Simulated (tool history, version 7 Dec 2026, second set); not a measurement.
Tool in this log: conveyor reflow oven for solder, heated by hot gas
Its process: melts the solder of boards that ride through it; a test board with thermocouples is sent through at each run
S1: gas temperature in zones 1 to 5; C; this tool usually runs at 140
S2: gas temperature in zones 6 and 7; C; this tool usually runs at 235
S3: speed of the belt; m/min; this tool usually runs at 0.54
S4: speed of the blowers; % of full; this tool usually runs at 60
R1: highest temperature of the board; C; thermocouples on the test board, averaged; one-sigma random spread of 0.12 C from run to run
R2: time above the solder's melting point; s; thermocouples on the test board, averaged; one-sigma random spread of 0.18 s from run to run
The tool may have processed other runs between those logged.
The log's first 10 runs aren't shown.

run	hour	S1	S2	S3	S4	R1	R2
# hour 76.9: flux residue cleaned out of gas plates and filters
11	82.6	140	235	0.54	60	213.3	54.7
12	93.2	148	235	0.54	60	215.2	60.2
13	98.4	140	235	0.54	60	213.4	54.6
14	106.4	140	235	0.54	60	213.6	54.9
# hour 112.2: flux residue cleaned out of gas plates and filters, once more
15	120.1	140	235	0.54	60	215.7	57.4
16	127.1	140	235	0.54	60	215.7	57.4
17	135	140	241	0.491	66	225.8	71.9
18	140	129	224	0.633	60	198.2	27.5
19	148.8	140	230	0.54	68	213.7	56
20	157.8	127	235	0.552	60	212.2	48.1
21	166.3	127	235	0.607	60	208	39.8
22	172.9	127	235	0.607	60	208	39.5
23	177.7	127	235	0.607	60	208	39.3
24	187.9	127	235	0.607	60	207.9	39.5
25	196.1	126	230	0.65	50	196.4	23.1
26	203.7	144	234	0.54	51	213	55.9
27	213.3	144	234	0.54	51	213	55.5
28	222.4	145	229	0.508	60	213.8	61.8
29	232.1	145	229	0.508	60	213.9	61.8
30	239.5	145	229	0.508	60	214	61.8
31	244	145	250	0.538	78	234	72.3

Here are 3 independent what-if runs from the current tool condition. What would each one return?
A	252.3	145	248	0.538	78	?	?
B	252.3	143	250	0.538	60	?	?
C	252.3	145	245	0.538	78	?	?

run	R1	R2
A	232.5	71.1
B	229.2	68.4
C	229.6	69.7
What these runs would have given with no unlogged condition in the tool:
run	R1	R2
A	231.5	70
B	228.2	67.2
C	228.6	68.6
